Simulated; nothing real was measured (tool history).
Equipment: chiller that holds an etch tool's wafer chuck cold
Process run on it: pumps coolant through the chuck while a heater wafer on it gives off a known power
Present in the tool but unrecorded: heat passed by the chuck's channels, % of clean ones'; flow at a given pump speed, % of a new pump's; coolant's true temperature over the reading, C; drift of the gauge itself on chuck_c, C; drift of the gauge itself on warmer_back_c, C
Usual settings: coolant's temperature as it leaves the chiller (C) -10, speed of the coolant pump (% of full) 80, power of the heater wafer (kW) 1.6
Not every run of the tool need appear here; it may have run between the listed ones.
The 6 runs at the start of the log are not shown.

run,day,coolant's temperature as it leaves the chiller (C),speed of the coolant pump (% of full),power of the heater wafer (kW),hours since the coolant was changed and the channels were flushed,hours since the pump was overhauled,hours since the chiller's thermometer was calibrated,chuck's temperature once it has settled (C),how much warmer the coolant comes back (C)
7,5.45,-10,80,1.6,1074,695,3823,9.8,5.3
8,6.808,-10,80,1.6,1107,728,3856,9.9,5.33
# day 6.921: chiller's thermometer calibrated
9,7.992,-10,80,1.6,1134,755,26,10.3,5.34
10,8.642,-10,80,1.6,1150,771,41,10.2,5.32
11,9.438,-10,80,1.6,1169,790,60,10.3,5.34
12,10.875,-10,80,1.6,1203,825,95,10.1,5.35
# day 12.133: chiller's thermometer calibrated, once more
13,12.367,-10,80,1.6,1238,859,6,9.1,5.35
14,13.842,-10,80,1.6,1274,895,41,9.2,5.36
15,15.171,-10,80,1.6,1305,927,73,9.1,5.38
16,16.375,-10,80,1.6,1334,956,102,9,5.33
17,17.017,-10,80,1.6,1350,971,117,9,5.29
18,18.425,-11,63,1.6,1384,1005,151,11.2,6.88
19,19.733,-11,63,1.6,1415,1036,182,11.3,6.81
20,20.767,-12,91,2.014,1440,1061,207,10.4,5.9
21,22.125,-12,91,2.014,1472,1094,240,10.5,5.89
22,23.192,-10,80,0.851,1498,1119,265,0.2,2.88
23,23.996,-14,81,1.6,1517,1139,285,5.1,5.24
24,25.021,-17,80,0.83,1542,1163,309,-7,2.83
25,26.017,-6,94,0.83,1566,1187,333,3,2.38
26,27.146,0,65,1.666,1593,1214,360,22.8,6.93
27,28.575,-5,88,1.666,1627,1248,395,14,5.1
28,29.354,-16,88,1.867,1646,1267,413,5.3,5.65
29,30.471,-16,60,1.647,1673,1294,440,7.8,7.57

Run 30 has not been measured yet. What should we expect?
30,31.162,-5,67,1.297,1689,1311,457,?,?

{"run 30": {"chuck's temperature once it has settled (C)": 12.4, "how much warmer the coolant comes back (C)": 5.25}}
Were there no unlogged condition in the tool, this run, its random variation unchanged, would have produced chuck's temperature once it has settled (C) 11.7, how much warmer the coolant comes back (C) 5.07.
